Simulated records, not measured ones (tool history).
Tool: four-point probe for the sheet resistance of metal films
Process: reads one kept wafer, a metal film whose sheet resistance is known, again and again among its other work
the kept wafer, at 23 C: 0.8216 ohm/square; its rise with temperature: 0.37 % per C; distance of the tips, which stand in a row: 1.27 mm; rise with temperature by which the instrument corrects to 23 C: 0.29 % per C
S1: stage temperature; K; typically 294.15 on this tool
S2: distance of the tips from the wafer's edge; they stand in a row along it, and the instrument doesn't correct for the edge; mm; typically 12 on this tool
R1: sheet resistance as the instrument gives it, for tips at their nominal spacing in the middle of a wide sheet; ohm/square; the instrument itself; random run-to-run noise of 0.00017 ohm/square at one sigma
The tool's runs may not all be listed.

run 1 day=0 | S1=294.15 S2=12 | R1=0.839504
run 2 day=0.65 | S1=294.15 S2=12 | R1=0.839425
run 3 day=1.558 | S1=304.15 S2=12 | R1=0.845894
run 4 day=2.304 | S1=294.15 S2=8 | R1=0.845717
run 5 day=3.5 | S1=294.15 S2=8 | R1=0.845712
run 6 day=4.275 | S1=294.15 S2=67 | R1=0.835002
run 7 day=5.367 | S1=294.15 S2=12 | R1=0.839882
-- day=5.796 new probe head fitted
run 8 day=6.65 | S1=296.15 S2=12 | R1=0.822011
run 9 day=7.175 | S1=294.15 S2=4 | R1=0.857587
run 10 day=8.379 | S1=294.15 S2=4 | R1=0.857563
run 11 day=9.646 | S1=294.15 S2=4 | R1=0.857952
run 12 day=10.804 | S1=294.15 S2=4 | R1=0.858246
run 13 day=11.729 | S1=294.15 S2=4 | R1=0.858004
run 14 day=12.388 | S1=294.15 S2=4 | R1=0.857954
run 15 day=13.133 | S1=302.15 S2=13 | R1=0.825549
run 16 day=13.962 | S1=304.15 S2=6 | R1=0.842252
run 17 day=14.625 | S1=298.15 S2=28 | R1=0.820045
run 18 day=15.404 | S1=308.15 S2=26 | R1=0.826222
run 19 day=16.038 | S1=294.15 S2=36 | R1=0.816921
run 20 day=17.204 | S1=305.15 S2=12 | R1=0.828946
run 21 day=18.279 | S1=307.15 S2=4 | R1=0.867486
run 22 day=19.433 | S1=298.15 S2=8 | R1=0.830588
run 23 day=20.342 | S1=298.15 S2=8 | R1=0.830588
run 24 day=21.15 | S1=298.15 S2=8 | R1=0.831017

Measured minus without-hidden-state, run by run (identical run-to-run variation in each term; gauge scatter may differ):
The tool's hidden condition here consists of: inner tips' distance over the nominal, %; tips' flats over new ones', %; wafer's true temperature over the reading, C; drift of the gauge itself on sheet_ohm, %.
run=1 R1=+0.014126
run=2 R1=+0.014196
run=3 R1=+0.014417
run=4 R1=+0.014456
run=5 R1=+0.014593
run=6 R1=+0.014511
run=7 R1=+0.014704
run=8 R1=-0.00476
run=9 R1=-0.004896
run=10 R1=-0.004785
run=11 R1=-0.004644
run=12 R1=-0.004516
run=13 R1=-0.004413
run=14 R1=-0.004336
run=15 R1=-0.004079
run=16 R1=-0.004062
run=17 R1=-0.00391
run=18 R1=-0.003819
run=19 R1=-0.003753
run=20 R1=-0.003643
run=21 R1=-0.003679
run=22 R1=-0.003441
run=23 R1=-0.003354
run=24 R1=-0.003272
